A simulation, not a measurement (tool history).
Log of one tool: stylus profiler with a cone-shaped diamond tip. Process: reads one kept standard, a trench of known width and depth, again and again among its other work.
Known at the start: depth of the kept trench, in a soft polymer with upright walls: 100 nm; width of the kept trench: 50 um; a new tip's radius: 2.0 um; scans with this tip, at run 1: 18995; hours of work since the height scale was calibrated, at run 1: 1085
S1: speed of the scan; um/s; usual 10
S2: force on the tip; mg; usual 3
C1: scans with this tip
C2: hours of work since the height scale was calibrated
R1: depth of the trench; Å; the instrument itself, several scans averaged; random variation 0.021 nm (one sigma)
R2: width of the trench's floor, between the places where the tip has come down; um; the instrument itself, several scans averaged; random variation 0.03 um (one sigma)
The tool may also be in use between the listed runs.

| run | hour | S1 | S2 | C1 | C2 | R1 | R2 |
|---|---|---|---|---|---|---|---|
| 1 | 0 | 10 | 3 | 18995 | 1085 | 1016.3 | 48.67 |
| 2 | 61.5 | 10 | 3 | 19292 | 1121 | 1016.6 | 48.64 |
| 3 | 100.8 | 10 | 3 | 19482 | 1144 | 1016.1 | 48.67 |
| 4 | 150.9 | 10 | 3 | 19724 | 1173 | 1016.1 | 48.69 |
|  | 192 | height scale calibrated on a step standard |
| 5 | 224.1 | 10 | 3 | 20075 | 19 | 1016.4 | 48.65 |
| 6 | 312.2 | 10 | 3.04 | 20502 | 70 | 1016.2 | 48.66 |
| 7 | 358.2 | 10 | 3 | 20724 | 97 | 1016.4 | 48.57 |
| 8 | 451.2 | 10 | 3 | 21173 | 152 | 1016.2 | 48.64 |
| 9 | 507.9 | 10 | 3 | 21447 | 185 | 1016.2 | 48.68 |
| 10 | 585.2 | 10 | 3 | 21821 | 230 | 1016.6 | 48.59 |
| 11 | 630.7 | 10 | 3 | 22041 | 257 | 1016.2 | 48.66 |
| 12 | 681.2 | 10 | 3 | 22285 | 286 | 1016.1 | 48.66 |
| 13 | 734.1 | 10 | 3 | 22541 | 317 | 1016.6 | 48.66 |
| 14 | 819.5 | 10 | 3 | 22953 | 367 | 1016 | 48.69 |
| 15 | 900 | 10 | 3 | 23342 | 414 | 1016.4 | 48.66 |
| 16 | 996.3 | 10 | 3 | 23808 | 471 | 1016.3 | 48.65 |
| 17 | 1093.1 | 10 | 3 | 24276 | 527 | 1016.8 | 48.67 |
| 18 | 1140.4 | 10 | 3 | 24505 | 555 | 1016.4 | 48.71 |
| 19 | 1212.4 | 10 | 3 | 24852 | 597 | 1015.9 | 48.65 |
| 20 | 1255.5 | 10 | 3 | 25061 | 622 | 1016.4 | 48.65 |
| 21 | 1347.3 | 5 | 3 | 25504 | 676 | 1016.4 | 48.71 |
| 22 | 1419.8 | 37 | 5.57 | 25855 | 718 | 1024.6 | 48.6 |
| 23 | 1514.9 | 37 | 5.57 | 26315 | 774 | 1024.6 | 48.58 |
| 24 | 1598.3 | 22 | 2.38 | 26718 | 823 | 1014 | 48.61 |
| 25 | 1696 | 22 | 2.38 | 27190 | 880 | 1014.1 | 48.65 |
|  | 1748.8 | new tip fitted, height scale calibrated |
| 26 | 1782.2 | 5 | 6.18 | 162 | 20 | 1026.3 | 48.75 |
| 27 | 1858.5 | 4 | 1.05 | 531 | 64 | 1007.7 | 48.72 |
| 28 | 1902.9 | 19 | 8.35 | 745 | 90 | 1032.5 | 48.69 |
| 29 | 1965 | 19 | 1.79 | 1045 | 127 | 1011.6 | 48.64 |
| 30 | 2037 | 5 | 2.01 | 1393 | 169 | 1012.5 | 48.68 |
| 31 | 2133.9 | 5 | 2.01 | 1862 | 225 | 1012.9 | 48.74 |
| 32 | 2194.8 | 5 | 1.05 | 2156 | 261 | 1008.2 | 48.74 |
| 33 | 2292.6 | 5 | 1.05 | 2629 | 318 | 1008.2 | 48.69 |
| 34 | 2362.6 | 10 | 1.15 | 2967 | 359 | 1008.5 | 48.71 |
| 35 | 2455 | 3 | 2.06 | 3414 | 413 | 1012.5 | 48.77 |
| 36 | 2515.1 | 6 | 1.82 | 3704 | 448 | 1011.5 | 48.71 |
| 37 | 2589 | 2 | 2.54 | 4062 | 492 | 1014.5 | 48.76 |
| 38 | 2632.4 | 10 | 1.77 | 4271 | 517 | 1011.6 | 48.63 |
| 39 | 2725.6 | 8 | 7.35 | 4722 | 572 | 1030 | 48.7 |
| 40 | 2821.6 | 12 | 5.08 | 5186 | 628 | 1023.1 | 48.73 |
| 41 | 2882.3 | 11 | 1.58 | 5479 | 663 | 1010.6 | 48.66 |
| 42 | 2940.9 | 10 | 8.12 | 5762 | 698 | 1031.4 | 48.75 |

4 ways to go on from here, each from the tool as it stands after run 42. What would each give?
| A | 2989.2 | 14 | 8.12 | 5996 | 726 | ? | ? |
| B | 2989.2 | 7 | 7.47 | 5996 | 726 | ? | ? |
| C | 2989.2 | 19 | 7.46 | 5996 | 726 | ? | ? |
| D | 2989.2 | 6 | 1.43 | 5996 | 726 | ? | ? |

| run | R1 | R2 |
|---|---|---|
| A | 1031.8 | 48.75 |
| B | 1030.2 | 48.69 |
| C | 1030.2 | 48.65 |
| D | 1010.1 | 48.72 |
Without the tool's hidden state the same runs would have given:
| run | R1 | R2 |
|---|---|---|
| A | 1031.8 | 48.75 |
| B | 1030.3 | 48.7 |
| C | 1030.2 | 48.66 |
| D | 1010.1 | 48.72 |
